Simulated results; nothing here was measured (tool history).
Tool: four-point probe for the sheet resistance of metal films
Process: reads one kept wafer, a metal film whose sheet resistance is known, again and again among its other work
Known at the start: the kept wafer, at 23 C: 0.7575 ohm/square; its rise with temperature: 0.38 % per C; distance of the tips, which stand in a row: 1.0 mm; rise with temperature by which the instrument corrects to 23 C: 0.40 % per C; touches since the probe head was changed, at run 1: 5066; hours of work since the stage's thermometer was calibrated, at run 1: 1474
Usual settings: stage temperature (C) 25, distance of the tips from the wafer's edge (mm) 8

run,hour,stage temperature (C),distance of the tips from the wafer's edge (mm),touches since the probe head was changed,hours of work since the stage's thermometer was calibrated,sheet resistance as the instrument gives it (ohm/square)
1,0.0,25,8,5066,1474,0.763469
2,86.9,25,8,6529,1523,0.763334
3,176.0,25,51,8028,1573,0.757614
4,248.2,25,51,9242,1614,0.757304
5,358.6,25,51,11100,1676,0.757256
6,417.5,25,51,12090,1709,0.757438
7,554.7,25,51,14398,1786,0.757375
8,642.9,25,51,15881,1835,0.757288
9,712.2,25,51,17048,1874,0.757277
10,838.7,25,51,19175,1945,0.757393
11,966.6,25,51,21328,2017,0.757543
12,1058.8,25,48,22879,2069,0.757205
# hour 1085.1: stage's thermometer calibrated
13,1183.5,25,8,24968,55,0.763645
14,1296.3,25,8,26865,119,0.763756
15,1359.7,35,8,27932,154,0.762001
16,1496.8,35,8,30239,231,0.761866
17,1588.7,25,8,31785,283,0.763438
18,1682.9,25,8,33370,336,0.763603
19,1789.7,25,8,35167,396,0.763481
20,1867.5,25,8,36476,440,0.763437
21,1983.7,25,37,38430,505,0.757532
22,2096.5,25,11,40328,568,0.760670
23,2188.7,25,11,41879,620,0.760455
24,2293.4,22,72,43640,679,0.757619
25,2370.5,28,18,44937,722,0.758218
26,2464.1,28,13,46513,775,0.759049
27,2583.1,19,25,48514,841,0.758722
28,2675.0,19,25,50060,893,0.758663
29,2734.9,28,4,51067,927,0.781707
30,2833.5,28,4,52726,982,0.781536
31,2908.4,28,4,53987,1024,0.781575
32,3020.4,23,45,55870,1087,0.757497
33,3083.8,18,18,56937,1123,0.759550
34,3142.3,18,18,57922,1156,0.759702
35,3236.8,18,18,59511,1209,0.759799
36,3319.1,30,21,60895,1255,0.757689
37,3378.8,30,21,61900,1288,0.757573
38,3458.0,23,23,63232,1333,0.758018
39,3556.5,23,23,64890,1388,0.758274
40,3661.8,30,19,66661,1447,0.757653
41,3731.8,30,19,67839,1487,0.757556
42,3858.2,24,6,69964,1558,0.768533
43,3942.7,24,6,71387,1605,0.768560
44,4080.7,24,6,73708,1683,0.768580
45,4211.8,24,31,75913,1756,0.757835

3 ways to go on from here, each from the tool as it stands after run 45. What would each give?
A,4340.1,19,72,78072,1828,?
B,4340.1,22,9,78072,1828,?
C,4340.1,32,5,78072,1828,?

run,sheet resistance as the instrument gives it (ohm/square)
A,0.758141
B,0.762807
C,0.772213
Without the tool's hidden state the same runs would have given:
run,sheet resistance as the instrument gives it (ohm/square)
A,0.758093
B,0.762758
C,0.772165
